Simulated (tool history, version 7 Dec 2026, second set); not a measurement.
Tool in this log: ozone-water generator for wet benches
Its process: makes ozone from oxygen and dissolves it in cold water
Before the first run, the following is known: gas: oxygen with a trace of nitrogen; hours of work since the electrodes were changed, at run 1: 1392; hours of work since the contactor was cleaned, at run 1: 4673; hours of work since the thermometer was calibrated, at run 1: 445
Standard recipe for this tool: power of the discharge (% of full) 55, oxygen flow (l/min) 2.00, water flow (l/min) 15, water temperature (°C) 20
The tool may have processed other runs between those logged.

run	hour	power of the discharge (% of full)	oxygen flow (l/min)	water flow (l/min)	water temperature (°C)	hours of work since the electrodes were changed	hours of work since the contactor was cleaned	hours of work since the thermometer was calibrated	dissolved ozone (ppm)	ozone in the gas ahead of the water (g/m3)
1	0.0	55	2.00	15	20	1392	4673	445	11.5	175.9
2	33.2	55	2.00	15	20	1418	4699	471	11.5	173.8
3	60.4	55	2.00	15	20	1440	4721	493	11.4	174.6
4	89.8	55	2.00	15	20	1463	4744	517	11.5	176.2
5	119.0	55	2.00	15	20	1487	4768	540	11.4	175.0
6	168.6	55	1.77	15	20	1526	4807	579	11.2	189.5
7	216.8	55	1.77	15	20	1565	4846	618	11.3	189.2
8	248.6	55	2.00	15	20	1590	4871	643	11.4	174.8
9	297.2	55	2.00	15	20	1629	4910	682	11.4	175.1
10	346.6	55	2.00	15	20	1668	4949	722	11.4	176.8
11	405.3	55	2.00	15	20	1715	4996	768	11.4	175.5
12	434.9	55	2.00	15	20	1739	5020	792	11.4	175.0
13	486.0	55	2.47	15	20	1780	5060	833	11.6	152.7
14	521.7	55	2.00	10	20	1808	5089	861	16.8	175.6
15	547.0	55	2.00	10	20	1828	5109	881	17.1	175.0
16	599.0	55	2.00	10	14	1870	5151	923	18.2	175.6
17	631.7	55	2.10	11	20	1896	5177	949	15.5	169.2
18	679.6	67	1.12	14	21	1934	5215	987	13.2	292.5
19	707.9	67	1.12	14	23	1957	5237	1010	13.0	296.0
20	762.1	67	1.12	14	23	2000	5281	1053	13.1	293.5
21	809.4	73	2.00	12	17	2038	5318	1091	18.5	218.8
22	849.5	73	2.00	12	17	2070	5350	1123	18.7	218.2
23	883.6	64	1.63	15	17	2097	5378	1150	12.9	225.0
# hour 891.8: contactor cleaned
24	947.7	64	1.63	15	17	2145	45	1198	12.7	224.5
25	1007.2	55	2.00	13	19	2192	92	1246	13.1	174.9
26	1043.2	55	2.00	15	20	2221	121	1274	11.1	174.2
27	1100.3	55	2.00	15	28	2267	166	1320	10.2	175.7
# hour 1115.7: contactor cleaned, once more
28	1144.7	55	2.00	13	28	2299	23	1352	12.6	175.0
29	1189.9	55	2.00	13	28	2335	59	1388	12.4	173.9
30	1226.8	55	2.00	13	28	2364	89	1418	12.4	174.1
31	1252.3	74	1.40	13	18	2385	109	1438	17.4	273.0

The next listed run, before its measurement:
32	1311.5	74	1.40	12	27	2432	156	1485	?	?

{"run 32": {"dissolved ozone (ppm)": 17.2, "ozone in the gas ahead of the water (g/m3)": 274.1}}
Take away the tool's hidden state, keep the run-to-run variation as it was, and the same run would have given dissolved ozone (ppm) 17.7, ozone in the gas ahead of the water (g/m3) 282.1.
